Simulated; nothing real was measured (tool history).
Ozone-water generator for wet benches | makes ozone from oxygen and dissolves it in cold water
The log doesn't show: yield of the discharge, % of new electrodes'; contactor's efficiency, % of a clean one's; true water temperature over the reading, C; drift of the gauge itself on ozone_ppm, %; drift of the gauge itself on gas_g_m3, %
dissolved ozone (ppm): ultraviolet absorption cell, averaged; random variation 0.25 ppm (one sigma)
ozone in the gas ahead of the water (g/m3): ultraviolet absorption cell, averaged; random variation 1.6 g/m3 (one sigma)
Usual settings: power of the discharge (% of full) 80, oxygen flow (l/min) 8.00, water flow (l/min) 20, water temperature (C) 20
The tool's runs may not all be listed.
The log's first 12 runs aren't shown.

| run | hour | power of the discharge (% of full) | oxygen flow (l/min) | water flow (l/min) | water temperature (C) | hours of work since the electrodes were changed | hours of work since the contactor was cleaned | hours of work since the thermometer was calibrated | dissolved ozone (ppm) | ozone in the gas ahead of the water (g/m3) |
|---|---|---|---|---|---|---|---|---|---|---|
| 13 | 1648.0 | 88 | 8.00 | 20 | 20 | 7368 | 684 | 2409 | 41.4 | 313.3 |
| 14 | 1771.5 | 80 | 8.00 | 20 | 13 | 7478 | 794 | 2519 | 43.8 | 297.0 |
| 15 | 1930.4 | 80 | 8.00 | 20 | 13 | 7619 | 936 | 2660 | 44.4 | 292.0 |
| 16 | 2035.7 | 80 | 8.00 | 20 | 18 | 7713 | 1029 | 2754 | 40.9 | 293.7 |
| 17 | 2143.3 | 80 | 8.00 | 20 | 18 | 7808 | 1125 | 2850 | 40.4 | 293.9 |
| 18 | 2298.4 | 76 | 4.12 | 20 | 21 | 7946 | 1263 | 2988 | 35.1 | 372.8 |
| 19 | 2395.2 | 76 | 4.12 | 20 | 21 | 8033 | 1349 | 3074 | 35.1 | 374.3 |
| 20 | 2576.5 | 76 | 4.12 | 20 | 21 | 8194 | 1510 | 3235 | 35.2 | 373.6 |
| 21 | 2747.0 | 82 | 12.94 | 18 | 20 | 8345 | 1662 | 3387 | 41.5 | 242.5 |
|  | 2803.9 | water thermometer calibrated |
| 22 | 2866.1 | 80 | 11.80 | 20 | 20 | 8451 | 1768 | 55 | 38.5 | 247.1 |
| 23 | 3011.7 | 87 | 4.87 | 15 | 20 | 8580 | 1897 | 185 | 50.2 | 379.5 |
| 24 | 3127.5 | 80 | 4.92 | 20 | 20 | 8684 | 2000 | 288 | 37.7 | 359.8 |
| 25 | 3266.9 | 49 | 4.86 | 20 | 13 | 8808 | 2124 | 412 | 30.0 | 259.9 |
| 26 | 3447.6 | 49 | 4.86 | 20 | 13 | 8968 | 2285 | 573 | 29.8 | 259.5 |
|  | 3504.4 | electrodes of the discharge changed |
| 27 | 3588.2 | 80 | 4.81 | 20 | 20 | 75 | 2405 | 692 | 37.3 | 356.7 |
| 28 | 3735.4 | 80 | 8.00 | 22 | 20 | 205 | 2536 | 823 | 36.3 | 291.2 |
| 29 | 3875.9 | 80 | 8.00 | 22 | 20 | 331 | 2661 | 948 | 36.3 | 291.7 |
| 30 | 3962.0 | 80 | 7.64 | 27 | 18 | 407 | 2737 | 1025 | 31.3 | 295.5 |
| 31 | 4137.0 | 87 | 8.00 | 20 | 16 | 563 | 2893 | 1181 | 44.3 | 305.5 |
| 32 | 4258.3 | 87 | 8.00 | 20 | 16 | 671 | 3001 | 1289 | 44.5 | 305.8 |

3 ways to go on from here, each from the tool as it stands after run 32. What would each give?
| A | 4374.0 | 46 | 8.00 | 14 | 18 | 774 | 3104 | 1392 | ? | ? |
| B | 4374.0 | 80 | 12.26 | 18 | 13 | 774 | 3104 | 1392 | ? | ? |
| C | 4374.0 | 80 | 8.00 | 19 | 20 | 774 | 3104 | 1392 | ? | ? |

| run | dissolved ozone (ppm) | ozone in the gas ahead of the water (g/m3) |
|---|---|---|
| A | 36.0 | 201.0 |
| B | 47.8 | 242.2 |
| C | 40.4 | 289.7 |
Without the tool's hidden state the same runs would have given:
| run | dissolved ozone (ppm) | ozone in the gas ahead of the water (g/m3) |
|---|---|---|
| A | 36.0 | 207.0 |
| B | 47.8 | 249.3 |
| C | 40.4 | 298.2 |

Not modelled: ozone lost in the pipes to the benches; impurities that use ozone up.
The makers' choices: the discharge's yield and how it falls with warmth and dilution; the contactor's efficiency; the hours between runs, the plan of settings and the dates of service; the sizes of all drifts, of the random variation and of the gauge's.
